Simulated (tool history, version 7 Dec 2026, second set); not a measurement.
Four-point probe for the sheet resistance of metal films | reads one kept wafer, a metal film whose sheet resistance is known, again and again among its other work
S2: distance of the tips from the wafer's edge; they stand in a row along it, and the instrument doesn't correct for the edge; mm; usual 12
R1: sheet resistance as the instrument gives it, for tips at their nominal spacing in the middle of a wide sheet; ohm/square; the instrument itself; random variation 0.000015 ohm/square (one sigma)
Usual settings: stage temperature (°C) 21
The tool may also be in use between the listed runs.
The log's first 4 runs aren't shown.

Run 5, hour 167.7: usual settings but stage temperature (°C) 24. Result: R1 0.076448 ohm/square.
Run 6, hour 210.1: usual settings but stage temperature (°C) 24. Result: R1 0.076452 ohm/square.
Run 7, hour 251.2: usual settings but stage temperature (°C) 24, S2 9 mm. Result: R1 0.076522 ohm/square.
Run 8, hour 287.0: usual settings but stage temperature (°C) 24, S2 9 mm. Result: R1 0.076535 ohm/square.
Run 9, hour 337.0: usual settings but stage temperature (°C) 24, S2 9 mm. Result: R1 0.076543 ohm/square.
Run 10, hour 390.1: usual settings but stage temperature (°C) 24, S2 9 mm. Result: R1 0.076560 ohm/square.
Run 11, hour 437.0: usual settings but stage temperature (°C) 24, S2 9 mm. Result: R1 0.076568 ohm/square.
Run 12, hour 466.0: usual settings but stage temperature (°C) 24, S2 9 mm. Result: R1 0.076576 ohm/square.
Run 13, hour 505.8: usual settings but stage temperature (°C) 24, S2 9 mm. Result: R1 0.076578 ohm/square.
Run 14, hour 552.0: usual settings but stage temperature (°C) 24, S2 9 mm. Result: R1 0.076563 ohm/square.
Run 15, hour 604.3: usual settings but stage temperature (°C) 24, S2 9 mm. Result: R1 0.076580 ohm/square.
Run 16, hour 662.2: usual settings but stage temperature (°C) 24, S2 11 mm. Result: R1 0.076544 ohm/square.
Run 17, hour 688.9: usual settings but stage temperature (°C) 24, S2 3 mm. Result: R1 0.077649 ohm/square.

The next listed run, before its measurement:
Run 18, hour 732.7: usual settings. Result: R1 ?.

R1: 0.076547 ohm/square
Without the tool's hidden state the same run would have given R1 0.075960 ohm/square.
